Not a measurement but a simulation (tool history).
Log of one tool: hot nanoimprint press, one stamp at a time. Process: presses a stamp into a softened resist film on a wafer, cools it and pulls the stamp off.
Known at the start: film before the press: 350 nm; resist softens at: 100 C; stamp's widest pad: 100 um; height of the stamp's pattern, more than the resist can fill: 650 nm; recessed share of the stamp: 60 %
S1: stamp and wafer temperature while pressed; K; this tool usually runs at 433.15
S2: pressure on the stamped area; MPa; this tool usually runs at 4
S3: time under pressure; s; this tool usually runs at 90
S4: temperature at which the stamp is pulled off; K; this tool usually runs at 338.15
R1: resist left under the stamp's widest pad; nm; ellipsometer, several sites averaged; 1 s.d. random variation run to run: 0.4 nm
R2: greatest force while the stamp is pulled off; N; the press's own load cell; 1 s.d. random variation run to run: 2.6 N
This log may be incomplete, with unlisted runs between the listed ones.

run    hour      S1    S2   S3      S4     R1   R2
  1       0  433.15     4   90  338.15  195.6  246
          8  -- plate thermocouple calibrated
       31.6  -- stamp cleaned and given a new release coat
  2      43  433.15     4   90  338.15  194.2  211
  3   101.6  433.15     4   90  338.15  193.9  214
  4   141.4  433.15     4   90  338.15  193.5  216
  5   174.4  433.15     4   90  338.15  192.9  218
  6   255.5  433.15     4   90  338.15  192.3  231
  7   307.7  433.15     4   90  338.15  191.5  230
  8   367.2  433.15  4.21   90  338.15  188.4  241
      432.6  -- stamp cleaned and given a new release coat
  9   437.3  433.15  4.21   90  338.15  188.5  209
      492.7  -- plate thermocouple calibrated, once more
 10   502.6  433.15  4.21   90  338.15  204.6  223
 11   576.6  433.15     4   90  338.15  205.9  226
 12   639.4  433.15     4  104  338.15  195.8  235
 13   705.6  433.15     4   90  340.15  205.2  230
 14   741.4  433.15     4   90  338.15    205  242
 15   779.5  433.15  4.85   90  338.15  192.1  248
      837.5  -- stamp cleaned and given a new release coat
 16   864.5  433.15  4.85   77  338.15  202.8  213
 17   908.5  433.15  4.85   77  338.15  202.3  213
 18   975.9  433.15  4.85   66  334.15  212.6  248
 19  1011.8  429.15   4.7   94  340.15  229.8  216
     1077.5  -- plate thermocouple calibrated
 20    1090  429.15   4.7   94  340.15  239.2  225
 21  1137.3  436.15   4.7   94  340.15  167.4  229
 22  1201.1  433.15     4   90  335.15  208.4  273
     1243.5  -- stamp cleaned and given a new release coat
 23  1248.1  433.15     4  150  326.15  174.8  274
 24  1324.9  433.15     4   81  338.15  215.1  222
     1354.7  -- press's hydraulic seals changed and the load cell set to zero
 25  1407.3  433.15     4   81  338.15  205.5  228
 26  1463.6  435.15  3.24   52  329.15  228.4  286
 27  1522.7  440.15  4.68   70  327.15  140.2  303
 28  1572.5  440.15  3.73  137  327.15  115.2  312
 29  1636.5  425.15  5.59  144  327.15  229.3  318

The same runs without the tool's hidden state, with the same run-to-run variation:
Hidden state present: true temperature over the reading, C; pressure that arrives at the usual setting, %; grip of the stamp's worn release coat, % over a new coat's; drift of the gauge itself on residual_nm, %; drift of the gauge itself on pull_off_n, %.
run     R1   R2
  1  201.3  213
  2  201.3  215
  3  201.5  213
  4  201.4  211
  5  201.1  211
  6  201.3  216
  7    201  211
  8  198.2  215
  9  198.9  217
 10  198.7  216
 11  201.1  212
 12  191.6  215
 13  201.5  204
 14  201.6  212
 15  187.7  214
 16  199.1  212
 17  198.9  208
 18  209.7  236
 19  227.9  202
 20  229.7  200
 21  158.6  200
 22  201.1  233
 23    168  274
 24  208.8  215
 25  208.2  214
 26  231.4  262
 27  143.1  271
 28  118.2  273
 29  234.6  271

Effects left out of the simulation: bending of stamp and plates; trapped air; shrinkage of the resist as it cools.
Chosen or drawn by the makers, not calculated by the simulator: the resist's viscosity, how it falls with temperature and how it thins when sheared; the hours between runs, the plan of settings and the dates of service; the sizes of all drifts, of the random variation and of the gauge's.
